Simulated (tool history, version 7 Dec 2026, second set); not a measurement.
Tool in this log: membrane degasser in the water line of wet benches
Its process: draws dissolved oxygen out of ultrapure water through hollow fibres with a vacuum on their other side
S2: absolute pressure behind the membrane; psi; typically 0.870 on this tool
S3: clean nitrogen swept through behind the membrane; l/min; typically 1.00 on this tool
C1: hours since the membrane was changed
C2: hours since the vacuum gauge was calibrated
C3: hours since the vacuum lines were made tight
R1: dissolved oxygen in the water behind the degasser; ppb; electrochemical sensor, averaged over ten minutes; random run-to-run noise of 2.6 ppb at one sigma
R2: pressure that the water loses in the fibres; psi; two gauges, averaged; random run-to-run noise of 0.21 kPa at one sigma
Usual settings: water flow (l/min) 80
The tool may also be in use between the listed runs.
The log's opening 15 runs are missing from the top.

{"run": 16, "hour": 813.2, "water flow (l/min)": 80, "S2": 1.197, "S3": 1.0, "C1": 1502, "C2": 3922, "C3": 8470, "R1": 663.0, "R2": 6.888}
{"run": 17, "hour": 855.0, "water flow (l/min)": 80, "S2": 1.197, "S3": 1.0, "C1": 1544, "C2": 3963, "C3": 8512, "R1": 660.9, "R2": 6.898}
{"run": 18, "hour": 903.4, "water flow (l/min)": 80, "S2": 1.33, "S3": 1.0, "C1": 1592, "C2": 4012, "C3": 8560, "R1": 773.4, "R2": 6.933}
{"run": 19, "hour": 962.0, "water flow (l/min)": 80, "S2": 1.33, "S3": 1.0, "C1": 1651, "C2": 4070, "C3": 8619, "R1": 776.7, "R2": 6.83}
{"run": 20, "hour": 1015.0, "water flow (l/min)": 80, "S2": 1.33, "S3": 1.0, "C1": 1704, "C2": 4123, "C3": 8672, "R1": 780.4, "R2": 6.897}
{"run": 21, "hour": 1059.6, "water flow (l/min)": 96, "S2": 1.33, "S3": 0.93, "C1": 1749, "C2": 4168, "C3": 8717, "R1": 910.4, "R2": 8.35}
{"run": 22, "hour": 1117.1, "water flow (l/min)": 80, "S2": 1.97, "S3": 0.43, "C1": 1806, "C2": 4226, "C3": 8774, "R1": 1969.4, "R2": 6.921}
{"run": 23, "hour": 1152.1, "water flow (l/min)": 53, "S2": 0.87, "S3": 2.16, "C1": 1841, "C2": 4261, "C3": 8809, "R1": 161.5, "R2": 4.512}
{"run": 24, "hour": 1212.0, "water flow (l/min)": 53, "S2": 0.87, "S3": 2.16, "C1": 1901, "C2": 4320, "C3": 8869, "R1": 160.1, "R2": 4.551}
{"run": 25, "hour": 1256.6, "water flow (l/min)": 65, "S2": 1.461, "S3": 2.67, "C1": 1946, "C2": 4365, "C3": 8914, "R1": 370.4, "R2": 5.603}
{"run": 26, "hour": 1318.8, "water flow (l/min)": 65, "S2": 1.461, "S3": 2.67, "C1": 2008, "C2": 4427, "C3": 8976, "R1": 370.4, "R2": 5.609}
{"run": 27, "hour": 1354.2, "water flow (l/min)": 69, "S2": 0.547, "S3": 1.0, "C1": 2043, "C2": 4463, "C3": 9011, "R1": 101.3, "R2": 5.962}
{"run": 28, "hour": 1396.6, "water flow (l/min)": 103, "S2": 1.54, "S3": 2.21, "C1": 2086, "C2": 4505, "C3": 9054, "R1": 662.8, "R2": 8.96}
{"run": 29, "hour": 1441.6, "water flow (l/min)": 87, "S2": 1.536, "S3": 1.0, "C1": 2131, "C2": 4550, "C3": 9098, "R1": 992.7, "R2": 7.522}
{"run": 30, "hour": 1485.6, "water flow (l/min)": 87, "S2": 1.536, "S3": 1.0, "C1": 2175, "C2": 4594, "C3": 9142, "R1": 993.4, "R2": 7.526}
{"run": 31, "hour": 1542.4, "water flow (l/min)": 51, "S2": 0.706, "S3": 1.0, "C1": 2232, "C2": 4651, "C3": 9199, "R1": 183.8, "R2": 4.425}
{"run": 32, "hour": 1581.3, "water flow (l/min)": 95, "S2": 1.149, "S3": 1.39, "C1": 2270, "C2": 4690, "C3": 9238, "R1": 562.5, "R2": 8.254}
{"run": 33, "hour": 1617.6, "water flow (l/min)": 119, "S2": 0.763, "S3": 1.0, "C1": 2307, "C2": 4726, "C3": 9274, "R1": 398.1, "R2": 10.29}

Each row is a separate what-if for the run after 33, all from the same tool condition, not one after another. Results?
{"run": "A", "hour": 1651.4, "water flow (l/min)": 107, "S2": 1.476, "S3": 2.38, "C1": 2341, "C2": 4760, "C3": 9308, "R1": "?", "R2": "?"}
{"run": "B", "hour": 1651.4, "water flow (l/min)": 75, "S2": 1.632, "S3": 2.13, "C1": 2341, "C2": 4760, "C3": 9308, "R1": "?", "R2": "?"}
{"run": "C", "hour": 1651.4, "water flow (l/min)": 50, "S2": 2.096, "S3": 1.0, "C1": 2341, "C2": 4760, "C3": 9308, "R1": "?", "R2": "?"}

run=A R1=611.4 R2=9.242
run=B R1=577.6 R2=6.466
run=C R1=993.8 R2=4.328
Had the tool no hidden state, the same runs would have come out as:
run=A R1=591.4 R2=9.084
run=B R1=560.9 R2=6.354
run=C R1=975.2 R2=4.254
